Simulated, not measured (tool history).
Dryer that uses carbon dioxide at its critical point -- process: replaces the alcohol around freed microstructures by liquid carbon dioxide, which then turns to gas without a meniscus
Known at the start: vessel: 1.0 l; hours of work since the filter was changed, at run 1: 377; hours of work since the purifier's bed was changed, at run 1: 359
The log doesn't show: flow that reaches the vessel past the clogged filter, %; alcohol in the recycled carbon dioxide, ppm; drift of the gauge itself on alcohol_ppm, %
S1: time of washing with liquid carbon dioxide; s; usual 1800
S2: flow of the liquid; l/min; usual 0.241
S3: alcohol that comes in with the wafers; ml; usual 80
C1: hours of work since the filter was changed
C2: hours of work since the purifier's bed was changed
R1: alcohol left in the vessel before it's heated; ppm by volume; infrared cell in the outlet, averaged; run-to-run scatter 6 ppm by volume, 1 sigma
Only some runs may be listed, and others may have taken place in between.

| run | hour | S1 | S2 | S3 | C1 | C2 | R1 |
|---|---|---|---|---|---|---|---|
| 1 | 0.0 | 1800 | 0.241 | 80 | 377 | 359 | 336 |
| 2 | 18.9 | 1800 | 0.241 | 80 | 388 | 371 | 366 |
| 3 | 34.4 | 1800 | 0.241 | 80 | 398 | 381 | 351 |
| 4 | 43.5 | 1800 | 0.397 | 80 | 404 | 386 | 54 |
| 5 | 62.5 | 1800 | 0.397 | 80 | 415 | 398 | 39 |
| 6 | 77.9 | 1800 | 0.397 | 59 | 425 | 408 | 42 |
| 7 | 87.6 | 1800 | 0.241 | 80 | 431 | 414 | 378 |
| 8 | 105.0 | 1800 | 0.241 | 80 | 442 | 425 | 388 |
| 9 | 117.2 | 1800 | 0.241 | 100 | 449 | 432 | 468 |
| 10 | 130.2 | 1800 | 0.241 | 100 | 458 | 440 | 483 |
| 11 | 147.5 | 1800 | 0.241 | 100 | 468 | 451 | 497 |
| 12 | 166.1 | 1800 | 0.241 | 100 | 480 | 463 | 488 |
| 13 | 175.4 | 1680 | 0.289 | 80 | 486 | 468 | 224 |
| 14 | 186.2 | 1680 | 0.289 | 80 | 492 | 475 | 224 |
| 15 | 199.0 | 2520 | 0.215 | 53 | 500 | 483 | 116 |
| 16 | 213.5 | 1800 | 0.154 | 80 | 509 | 492 | 2751 |
| 17 | 223.3 | 1440 | 0.241 | 34 | 515 | 498 | 502 |
| 18 | 236.1 | 1200 | 0.167 | 38 | 523 | 506 | 3232 |
| 19 | 251.8 | 1440 | 0.241 | 80 | 533 | 516 | 1121 |
| 20 | 268.7 | 1140 | 0.206 | 80 | 544 | 526 | 4494 |
| 21 | 289.0 | 1500 | 0.206 | 80 | 556 | 539 | 1879 |
| 22 | 301.5 | 1800 | 0.206 | 96 | 564 | 547 | 1102 |

For run 23, what comes out?
|  | 308.1 | inlet filter changed |
| 23 | 312.8 | 1800 | 0.206 | 96 | 3 | 553 | ? |

{"run 23": {"R1": 688}}
With the hidden condition absent and the run-to-run variation left alone, this run would have shown R1 634 ppm by volume.
